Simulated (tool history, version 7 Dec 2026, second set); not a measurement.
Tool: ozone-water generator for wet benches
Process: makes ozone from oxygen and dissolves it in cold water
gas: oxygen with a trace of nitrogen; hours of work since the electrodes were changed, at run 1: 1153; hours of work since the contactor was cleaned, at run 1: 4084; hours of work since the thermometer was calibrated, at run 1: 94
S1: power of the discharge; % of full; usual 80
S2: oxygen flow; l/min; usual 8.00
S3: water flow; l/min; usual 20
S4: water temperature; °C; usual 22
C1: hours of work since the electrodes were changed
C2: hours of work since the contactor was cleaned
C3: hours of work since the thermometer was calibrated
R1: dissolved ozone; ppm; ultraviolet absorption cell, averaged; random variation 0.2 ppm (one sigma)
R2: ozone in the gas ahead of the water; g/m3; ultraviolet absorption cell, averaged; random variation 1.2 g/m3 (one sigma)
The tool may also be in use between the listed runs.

{"run": 1, "hour": 0.0, "S1": 80, "S2": 8.0, "S3": 20, "S4": 22, "C1": 1153, "C2": 4084, "C3": 94, "R1": 28.3, "R2": 210.7}
{"run": 2, "hour": 50.5, "S1": 80, "S2": 8.0, "S3": 20, "S4": 22, "C1": 1192, "C2": 4123, "C3": 134, "R1": 28.3, "R2": 209.0}
{"run": 3, "hour": 89.2, "S1": 80, "S2": 8.0, "S3": 20, "S4": 22, "C1": 1223, "C2": 4154, "C3": 164, "R1": 28.1, "R2": 212.7}
{"run": 4, "hour": 164.8, "S1": 80, "S2": 8.0, "S3": 20, "S4": 22, "C1": 1282, "C2": 4213, "C3": 223, "R1": 28.3, "R2": 211.9}
{"run": 5, "hour": 202.4, "S1": 80, "S2": 8.0, "S3": 20, "S4": 23, "C1": 1312, "C2": 4243, "C3": 253, "R1": 27.9, "R2": 210.6}
{"run": 6, "hour": 271.0, "S1": 80, "S2": 8.29, "S3": 20, "S4": 23, "C1": 1365, "C2": 4296, "C3": 307, "R1": 27.8, "R2": 207.9}
{"run": 7, "hour": 315.6, "S1": 80, "S2": 8.29, "S3": 20, "S4": 23, "C1": 1400, "C2": 4331, "C3": 342, "R1": 27.8, "R2": 208.1}
{"run": 8, "hour": 363.7, "S1": 80, "S2": 8.29, "S3": 20, "S4": 23, "C1": 1438, "C2": 4369, "C3": 379, "R1": 27.3, "R2": 208.0}
{"run": 9, "hour": 412.8, "S1": 42, "S2": 8.0, "S3": 20, "S4": 22, "C1": 1476, "C2": 4407, "C3": 418, "R1": 15.7, "R2": 116.9}
{"run": 10, "hour": 449.4, "S1": 80, "S2": 8.0, "S3": 20, "S4": 22, "C1": 1505, "C2": 4436, "C3": 447, "R1": 28.2, "R2": 210.9}
{"run": 11, "hour": 523.2, "S1": 80, "S2": 9.79, "S3": 20, "S4": 22, "C1": 1563, "C2": 4494, "C3": 504, "R1": 28.0, "R2": 192.4}
{"run": 12, "hour": 560.5, "S1": 80, "S2": 9.79, "S3": 20, "S4": 22, "C1": 1592, "C2": 4523, "C3": 534, "R1": 27.9, "R2": 192.3}
{"run": 13, "hour": 633.8, "S1": 80, "S2": 9.79, "S3": 20, "S4": 22, "C1": 1650, "C2": 4581, "C3": 591, "R1": 27.7, "R2": 192.2}
{"run": 14, "hour": 683.1, "S1": 80, "S2": 8.0, "S3": 20, "S4": 22, "C1": 1688, "C2": 4619, "C3": 630, "R1": 28.4, "R2": 209.0}
{"run": 15, "hour": 750.7, "S1": 80, "S2": 8.0, "S3": 20, "S4": 22, "C1": 1741, "C2": 4672, "C3": 683, "R1": 28.1, "R2": 210.7}
{"run": 16, "hour": 817.2, "S1": 80, "S2": 8.0, "S3": 20, "S4": 22, "C1": 1794, "C2": 4725, "C3": 735, "R1": 27.9, "R2": 210.7}
{"run": 17, "hour": 871.1, "S1": 76, "S2": 4.08, "S3": 23, "S4": 22, "C1": 1836, "C2": 4767, "C3": 777, "R1": 23.8, "R2": 274.1}
{"run": 18, "hour": 941.5, "S1": 47, "S2": 8.0, "S3": 17, "S4": 19, "C1": 1891, "C2": 4822, "C3": 832, "R1": 20.2, "R2": 131.9}
{"run": 19, "hour": 1012.2, "S1": 80, "S2": 12.77, "S3": 20, "S4": 22, "C1": 1946, "C2": 4877, "C3": 888, "R1": 26.6, "R2": 170.1}
{"run": 20, "hour": 1076.3, "S1": 80, "S2": 12.77, "S3": 20, "S4": 22, "C1": 1997, "C2": 4928, "C3": 938, "R1": 26.7, "R2": 169.4}
{"run": 21, "hour": 1107.9, "S1": 80, "S2": 12.77, "S3": 20, "S4": 22, "C1": 2021, "C2": 4953, "C3": 963, "R1": 26.9, "R2": 171.7}
{"run": 22, "hour": 1157.4, "S1": 40, "S2": 11.69, "S3": 29, "S4": 20, "C1": 2060, "C2": 4991, "C3": 1002, "R1": 12.3, "R2": 93.6}
{"run": 23, "hour": 1208.3, "S1": 80, "S2": 8.0, "S3": 20, "S4": 22, "C1": 2100, "C2": 5031, "C3": 1042, "R1": 27.8, "R2": 211.6}
{"run": 24, "hour": 1268.7, "S1": 80, "S2": 8.0, "S3": 20, "S4": 22, "C1": 2148, "C2": 5079, "C3": 1089, "R1": 28.2, "R2": 212.3}
{"run": 25, "hour": 1341.1, "S1": 61, "S2": 8.0, "S3": 23, "S4": 25, "C1": 2204, "C2": 5135, "C3": 1146, "R1": 19.6, "R2": 162.6}
{"run": 26, "hour": 1379.0, "S1": 61, "S2": 8.0, "S3": 23, "S4": 25, "C1": 2234, "C2": 5165, "C3": 1175, "R1": 19.4, "R2": 165.4}
{"run": 27, "hour": 1438.4, "S1": 61, "S2": 8.0, "S3": 23, "S4": 25, "C1": 2281, "C2": 5212, "C3": 1222, "R1": 19.7, "R2": 165.0}
{"run": 28, "hour": 1503.8, "S1": 80, "S2": 9.68, "S3": 30, "S4": 22, "C1": 2332, "C2": 5263, "C3": 1273, "R1": 22.4, "R2": 193.3}
{"run": 29, "hour": 1562.4, "S1": 80, "S2": 4.07, "S3": 20, "S4": 26, "C1": 2378, "C2": 5309, "C3": 1319, "R1": 26.4, "R2": 286.9}
{"run": 30, "hour": 1621.8, "S1": 54, "S2": 12.02, "S3": 20, "S4": 23, "C1": 2424, "C2": 5355, "C3": 1366, "R1": 18.5, "R2": 121.5}
{"run": 31, "hour": 1684.5, "S1": 54, "S2": 12.02, "S3": 20, "S4": 23, "C1": 2474, "C2": 5405, "C3": 1415, "R1": 18.5, "R2": 122.9}
{"run": 32, "hour": 1741.7, "S1": 54, "S2": 12.02, "S3": 20, "S4": 23, "C1": 2518, "C2": 5449, "C3": 1460, "R1": 18.5, "R2": 122.6}

Forecast each of these 5 alternatives for the next run:
{"run": "A", "hour": 1815.0, "S1": 49, "S2": 13.73, "S3": 20, "S4": 29, "C1": 2576, "C2": 5507, "C3": 1517, "R1": "?", "R2": "?"}
{"run": "B", "hour": 1815.0, "S1": 65, "S2": 8.0, "S3": 21, "S4": 15, "C1": 2576, "C2": 5507, "C3": 1517, "R1": "?", "R2": "?"}
{"run": "C", "hour": 1815.0, "S1": 80, "S2": 8.0, "S3": 23, "S4": 20, "C1": 2576, "C2": 5507, "C3": 1517, "R1": "?", "R2": "?"}
{"run": "D", "hour": 1815.0, "S1": 54, "S2": 14.28, "S3": 23, "S4": 23, "C1": 2576, "C2": 5507, "C3": 1517, "R1": "?", "R2": "?"}
{"run": "E", "hour": 1815.0, "S1": 54, "S2": 12.02, "S3": 20, "S4": 27, "C1": 2576, "C2": 5507, "C3": 1517, "R1": "?", "R2": "?"}

run=A R1=14.2 R2=105.1
run=B R1=25.8 R2=173.2
run=C R1=27.2 R2=211.0
run=D R1=17.1 R2=112.4
run=E R1=16.9 R2=122.0
Without the tool's hidden state the same runs would have given:
run=A R1=14.2 R2=105.2
run=B R1=25.8 R2=173.4
run=C R1=27.2 R2=211.2
run=D R1=17.1 R2=112.5
run=E R1=16.9 R2=122.1
